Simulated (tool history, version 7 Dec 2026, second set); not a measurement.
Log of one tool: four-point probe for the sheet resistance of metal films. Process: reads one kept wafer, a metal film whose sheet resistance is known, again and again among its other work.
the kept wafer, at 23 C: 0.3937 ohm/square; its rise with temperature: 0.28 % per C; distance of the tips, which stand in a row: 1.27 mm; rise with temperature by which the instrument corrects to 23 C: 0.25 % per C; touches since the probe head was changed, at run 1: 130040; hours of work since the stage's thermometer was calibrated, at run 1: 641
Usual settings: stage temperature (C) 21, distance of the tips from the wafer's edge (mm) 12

run	hour	stage temperature (C)	distance of the tips from the wafer's edge (mm)	touches since the probe head was changed	hours of work since the stage's thermometer was calibrated	sheet resistance as the instrument gives it (ohm/square)
1	0	21	12	130040	641	0.395951
2	63.6	21	12	133957	689	0.395815
3	105.6	21	12	136540	721	0.395693
4	182.1	21	12	141252	779	0.395775
5	254.3	21	12	145702	834	0.395949
# hour 311.4: new probe head fitted
6	338.7	21	12	1684	897	0.395911
7	418	23	12	6562	957	0.396153
8	475.5	23	12	10106	1001	0.395979
9	559.2	23	35	15258	1064	0.393958
10	630.7	23	35	19663	1118	0.39396
11	676.9	25	37	22509	1153	0.394184
12	741.9	25	37	26510	1202	0.394107
13	821.3	20	28	31398	1263	0.393808
14	877.8	20	28	34879	1305	0.39387
15	923.5	20	28	37695	1340	0.393856
16	993.4	20	28	41999	1393	0.393941
17	1035.2	20	28	44572	1425	0.39384
18	1109.6	20	28	49153	1481	0.393793

4 ways to go on from here, each from the tool as it stands after run 18. What would each give?
A	1178.9	26	6	53418	1534	?
B	1178.9	24	12	53418	1534	?
C	1178.9	35	14	53418	1534	?
D	1178.9	19	28	53418	1534	?

run	sheet resistance as the instrument gives it (ohm/square)
A	0.403201
B	0.396222
C	0.396611
D	0.393806
Without the tool's hidden state the same runs would have given:
run	sheet resistance as the instrument gives it (ohm/square)
A	0.40322
B	0.396242
C	0.396631
D	0.393825
